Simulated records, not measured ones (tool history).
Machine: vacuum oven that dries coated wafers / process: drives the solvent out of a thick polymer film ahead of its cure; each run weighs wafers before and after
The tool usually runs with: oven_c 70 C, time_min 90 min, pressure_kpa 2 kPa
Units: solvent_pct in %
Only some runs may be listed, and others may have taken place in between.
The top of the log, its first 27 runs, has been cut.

run    hour  oven_c  time_min  pressure_kpa  hours of work since the thermocouples were calibrated  hours of work since the vacuum gauge was cleaned of residue  solvent_pct
      952.6  -- oven's thermocouples calibrated, once more
 28   966.1      62        71             2                                                      8                                                          677         6.83
 29   990.3      62        71             2                                                     24                                                          692         6.78
 30  1017.7      56        80          1.24                                                     41                                                          709          7.8
 31  1052.7      70        96             2                                                     63                                                          731         2.68
 32  1076.7      68        68          7.22                                                     78                                                          746          7.1
 33    1105      70        90          6.57                                                     96                                                          764         4.82
 34  1139.7      55        66          1.39                                                    118                                                          786          9.6
 35  1177.8      73        66          2.25                                                    141                                                          810         3.76
 36    1204      73        66          2.25                                                    158                                                          826         3.84
 37  1245.5      74        90          3.62                                                    184                                                          852         2.78
 38  1281.6      64        72          3.62                                                    207                                                          875         6.78
 39  1304.7      64        72          3.62                                                    221                                                          890         6.88
 40  1341.9      64        72          3.62                                                    245                                                          913         6.77
 41  1385.3      79        90          5.73                                                    272                                                          940         2.51
 42  1406.8      70        50          1.85                                                    285                                                          954         6.43
 43  1449.9      70        49          4.03                                                    312                                                          981         7.15
 44  1481.2      70        49          4.03                                                    332                                                         1000         7.31
 45  1529.8      70        49          4.03                                                    363                                                         1031         7.31
 46  1569.9      70        49          4.03                                                    388                                                         1056         7.37

Branching from run 46: 3 alternative next runs. What would each branch give?
  A  1609.8      63        49          1.68                                                    413                                                         1081            ?
  B  1609.8      59        67          4.73                                                    413                                                         1081            ?
  C  1609.8      84        71           6.8                                                    413                                                         1081            ?

run  solvent_pct
  A         9.17
  B          9.9
  C         2.52
With no hidden state in the tool, these same runs would have given:
run  solvent_pct
  A         8.98
  B         9.67
  C         2.41

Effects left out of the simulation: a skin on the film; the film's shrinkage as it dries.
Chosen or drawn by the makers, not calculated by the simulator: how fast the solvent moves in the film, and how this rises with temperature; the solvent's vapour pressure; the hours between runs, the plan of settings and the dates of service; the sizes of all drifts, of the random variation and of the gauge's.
